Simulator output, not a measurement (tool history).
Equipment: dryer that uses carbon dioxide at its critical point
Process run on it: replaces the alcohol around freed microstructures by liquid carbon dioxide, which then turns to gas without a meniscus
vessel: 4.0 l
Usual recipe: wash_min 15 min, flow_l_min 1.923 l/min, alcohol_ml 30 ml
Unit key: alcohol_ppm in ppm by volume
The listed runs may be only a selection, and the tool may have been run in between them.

{"run": 1, "hour": 0.0, "wash_min": 15, "flow_l_min": 1.923, "alcohol_ml": 30, "alcohol_ppm": 151}
{"run": 2, "hour": 16.7, "wash_min": 15, "flow_l_min": 1.923, "alcohol_ml": 30, "alcohol_ppm": 148}
{"run": 3, "hour": 35.7, "wash_min": 15, "flow_l_min": 1.923, "alcohol_ml": 30, "alcohol_ppm": 156}
{"run": 4, "hour": 50.7, "wash_min": 15, "flow_l_min": 1.923, "alcohol_ml": 30, "alcohol_ppm": 159}
{"run": 5, "hour": 62.8, "wash_min": 15, "flow_l_min": 1.923, "alcohol_ml": 30, "alcohol_ppm": 168}
{"run": 6, "hour": 71.2, "wash_min": 15, "flow_l_min": 1.923, "alcohol_ml": 21, "alcohol_ppm": 155}
{"run": 7, "hour": 87.8, "wash_min": 15, "flow_l_min": 1.923, "alcohol_ml": 37, "alcohol_ppm": 176}
{"run": 8, "hour": 104.5, "wash_min": 15, "flow_l_min": 1.923, "alcohol_ml": 30, "alcohol_ppm": 174}
{"run": 9, "hour": 120.0, "wash_min": 15, "flow_l_min": 1.923, "alcohol_ml": 49, "alcohol_ppm": 227}
{"run": 10, "hour": 138.3, "wash_min": 15, "flow_l_min": 1.923, "alcohol_ml": 30, "alcohol_ppm": 177}
{"run": 11, "hour": 155.5, "wash_min": 15, "flow_l_min": 1.923, "alcohol_ml": 30, "alcohol_ppm": 184}
{"run": 12, "hour": 167.4, "wash_min": 15, "flow_l_min": 1.923, "alcohol_ml": 30, "alcohol_ppm": 201}
{"run": 13, "hour": 178.6, "wash_min": 15, "flow_l_min": 1.923, "alcohol_ml": 30, "alcohol_ppm": 185}
{"run": 14, "hour": 191.8, "wash_min": 15, "flow_l_min": 1.923, "alcohol_ml": 30, "alcohol_ppm": 183}
{"run": 15, "hour": 203.3, "wash_min": 15, "flow_l_min": 1.923, "alcohol_ml": 30, "alcohol_ppm": 189}
{"run": 16, "hour": 220.2, "wash_min": 15, "flow_l_min": 1.923, "alcohol_ml": 30, "alcohol_ppm": 184}
{"run": 17, "hour": 229.1, "wash_min": 15, "flow_l_min": 1.923, "alcohol_ml": 30, "alcohol_ppm": 185}
{"run": 18, "hour": 239.9, "wash_min": 15, "flow_l_min": 1.923, "alcohol_ml": 37, "alcohol_ppm": 192}
{"run": 19, "hour": 251.7, "wash_min": 15, "flow_l_min": 1.923, "alcohol_ml": 37, "alcohol_ppm": 198}
{"run": 20, "hour": 262.3, "wash_min": 15, "flow_l_min": 1.923, "alcohol_ml": 37, "alcohol_ppm": 206}
{"run": 21, "hour": 271.1, "wash_min": 15, "flow_l_min": 1.923, "alcohol_ml": 80, "alcohol_ppm": 263}
{"run": 22, "hour": 290.4, "wash_min": 15, "flow_l_min": 1.923, "alcohol_ml": 80, "alcohol_ppm": 269}
{"run": 23, "hour": 307.1, "wash_min": 15, "flow_l_min": 1.923, "alcohol_ml": 80, "alcohol_ppm": 269}
{"run": 24, "hour": 315.6, "wash_min": 10, "flow_l_min": 1.97, "alcohol_ml": 80, "alcohol_ppm": 742}
{"run": 25, "hour": 324.5, "wash_min": 10, "flow_l_min": 1.5, "alcohol_ml": 59, "alcohol_ppm": 1108}
{"run": 26, "hour": 341.5, "wash_min": 11, "flow_l_min": 1.99, "alcohol_ml": 38, "alcohol_ppm": 362}
{"run": 27, "hour": 357.8, "wash_min": 20, "flow_l_min": 1.81, "alcohol_ml": 52, "alcohol_ppm": 179}
{"run": 28, "hour": 370.9, "wash_min": 15, "flow_l_min": 2.73, "alcohol_ml": 23, "alcohol_ppm": 179}
{"run": 29, "hour": 379.8, "wash_min": 22, "flow_l_min": 1.19, "alcohol_ml": 115, "alcohol_ppm": 421}
{"run": 30, "hour": 399.1, "wash_min": 19, "flow_l_min": 1.16, "alcohol_ml": 23, "alcohol_ppm": 293}
{"run": 31, "hour": 413.1, "wash_min": 19, "flow_l_min": 2.89, "alcohol_ml": 39, "alcohol_ppm": 178}
{"run": 32, "hour": 431.9, "wash_min": 19, "flow_l_min": 2.89, "alcohol_ml": 39, "alcohol_ppm": 179}
{"run": 33, "hour": 446.5, "wash_min": 22, "flow_l_min": 2.89, "alcohol_ml": 28, "alcohol_ppm": 187}
{"run": 34, "hour": 465.3, "wash_min": 13, "flow_l_min": 1.923, "alcohol_ml": 29, "alcohol_ppm": 277}
{"run": 35, "hour": 481.4, "wash_min": 13, "flow_l_min": 1.923, "alcohol_ml": 29, "alcohol_ppm": 285}
{"run": 36, "hour": 492.3, "wash_min": 15, "flow_l_min": 1.26, "alcohol_ml": 25, "alcohol_ppm": 424}
{"run": 37, "hour": 500.5, "wash_min": 10, "flow_l_min": 2.34, "alcohol_ml": 52, "alcohol_ppm": 440}
{"run": 38, "hour": 518.7, "wash_min": 13, "flow_l_min": 1.66, "alcohol_ml": 65, "alcohol_ppm": 384}
{"run": 39, "hour": 529.4, "wash_min": 15, "flow_l_min": 3.21, "alcohol_ml": 30, "alcohol_ppm": 15}
{"run": 40, "hour": 547.1, "wash_min": 15, "flow_l_min": 2.93, "alcohol_ml": 61, "alcohol_ppm": 24}
{"run": 41, "hour": 556.6, "wash_min": 9, "flow_l_min": 1.97, "alcohol_ml": 56, "alcohol_ppm": 535}
{"run": 42, "hour": 573.4, "wash_min": 9, "flow_l_min": 1.97, "alcohol_ml": 56, "alcohol_ppm": 538}
{"run": 43, "hour": 582.7, "wash_min": 9, "flow_l_min": 1.97, "alcohol_ml": 56, "alcohol_ppm": 529}
{"run": 44, "hour": 596.4, "wash_min": 9, "flow_l_min": 1.97, "alcohol_ml": 56, "alcohol_ppm": 530}
{"run": 45, "hour": 614.4, "wash_min": 9, "flow_l_min": 1.97, "alcohol_ml": 56, "alcohol_ppm": 548}
{"run": 46, "hour": 623.3, "wash_min": 18, "flow_l_min": 1.97, "alcohol_ml": 87, "alcohol_ppm": 56}

The log once held 3 entries between its listed runs, left out of this copy. Where does each go, and what is different about the tool's unlogged condition between the listed run before it and the listed run after it?
Logged between run 12 and run 13: inlet filter changed (hour 173.9)
  flow that reaches the vessel past the clogged filter, %: 90.8 -> 99.6; alcohol in the recycled carbon dioxide, ppm: 136.3 -> 138
  measured minus no-state result, alcohol_ppm: +156 -> +134 ppm by volume
Logged between run 37 and run 38: purifier's bed changed (hour 515.6)
  flow that reaches the vessel past the clogged filter, %: 92.4 -> 92.1; alcohol in the recycled carbon dioxide, ppm: 195.4 -> 5.8
  measured minus no-state result, alcohol_ppm: +259 -> +106 ppm by volume
Logged between run 40 and run 41: inlet filter changed (hour 556.6)
  flow that reaches the vessel past the clogged filter, %: 91.5 -> 99.8; alcohol in the recycled carbon dioxide, ppm: 10.5 -> 12.1
  measured minus no-state result, alcohol_ppm: +10 -> +11 ppm by volume
